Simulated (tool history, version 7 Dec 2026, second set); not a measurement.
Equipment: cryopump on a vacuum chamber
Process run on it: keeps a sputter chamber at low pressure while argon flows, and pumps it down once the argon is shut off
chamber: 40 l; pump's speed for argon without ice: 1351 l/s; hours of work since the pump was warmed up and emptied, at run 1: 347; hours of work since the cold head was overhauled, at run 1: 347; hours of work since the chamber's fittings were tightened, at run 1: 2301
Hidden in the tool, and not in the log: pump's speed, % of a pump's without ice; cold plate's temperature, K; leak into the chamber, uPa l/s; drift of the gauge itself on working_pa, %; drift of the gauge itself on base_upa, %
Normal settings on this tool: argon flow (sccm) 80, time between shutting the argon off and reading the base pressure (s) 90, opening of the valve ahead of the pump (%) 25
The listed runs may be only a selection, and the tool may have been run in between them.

run,day,argon flow (sccm),time between shutting the argon off and reading the base pressure (s),opening of the valve ahead of the pump (%),hours of work since the pump was warmed up and emptied,hours of work since the cold head was overhauled,hours of work since the chamber's fittings were tightened,pressure while argon flows (Pa),pressure after the wait (uPa)
1,0,80,90,25,347,347,2301,0.4069,2.62
2,0.996,80,90,25,362,362,2315,0.4099,2.69
3,2.429,80,90,25,383,383,2336,0.4085,2.71
4,3.417,80,90,25,397,397,2351,0.4079,2.8
5,4.212,80,90,25,409,409,2363,0.4091,2.71
6,4.992,80,90,25,420,420,2374,0.4085,2.76
7,6.321,80,90,25,440,440,2394,0.4115,2.76
8,7.996,80,90,25,465,465,2418,0.4092,2.7
9,9.042,80,90,25,480,480,2434,0.4102,2.8
10,10.188,80,249,25,497,497,2451,0.4098,2.6
11,11.383,80,249,25,515,515,2468,0.4091,2.57
12,12.121,80,249,19,525,525,2479,0.5381,2.63
13,13.362,93,90,25,544,544,2497,0.4795,2.98
14,14.083,93,90,25,554,554,2508,0.4792,2.94
15,15.604,93,90,25,577,577,2530,0.4787,2.99
16,16.971,93,90,25,597,597,2551,0.4796,2.97
17,17.862,80,52,25,610,610,2564,0.4153,3.25
18,18.633,80,52,25,621,621,2575,0.4133,3.37
19,19.467,142,38,45,634,634,2587,0.4193,3.59
20,21.142,87,33,39,658,658,2612,0.2947,3.77
21,22.4,36,51,36,677,677,2631,0.132,3.45
22,23.138,48,147,52,688,688,2641,0.1249,2.97
23,24.8,59,90,25,712,712,2666,0.3077,3.15
24,26.433,126,53,25,736,736,2690,0.6553,3.44
25,28.142,126,53,20,761,761,2715,0.8117,3.53
26,29.675,80,127,34,784,784,2738,0.3102,3.09
27,31.354,80,232,21,809,809,2762,0.4976,3.07
28,32.971,40,83,28,833,833,2786,0.1892,3.39
29,34.375,61,82,21,853,853,2807,0.3778,3.38
30,35.192,86,22,25,865,865,2819,0.4511,4.68
31,36.242,86,22,25,881,881,2834,0.4498,4.71
32,37.625,80,79,25,901,901,2855,0.4201,3.55

Each row is a separate what-if for the run after 32, all from the same tool condition, not one after another. Results?
A,38.808,80,23,56,919,919,2872,?,?
B,38.808,91,31,25,919,919,2872,?,?
C,38.808,80,142,25,919,919,2872,?,?

run,pressure while argon flows (Pa),pressure after the wait (uPa)
A,0.1988,4.74
B,0.4761,4.29
C,0.4219,3.36
Stripped of hidden state, with their random variation kept, the same runs would have yielded:
run,pressure while argon flows (Pa),pressure after the wait (uPa)
A,0.1787,1.84
B,0.4533,1.43
C,0.4017,0.49
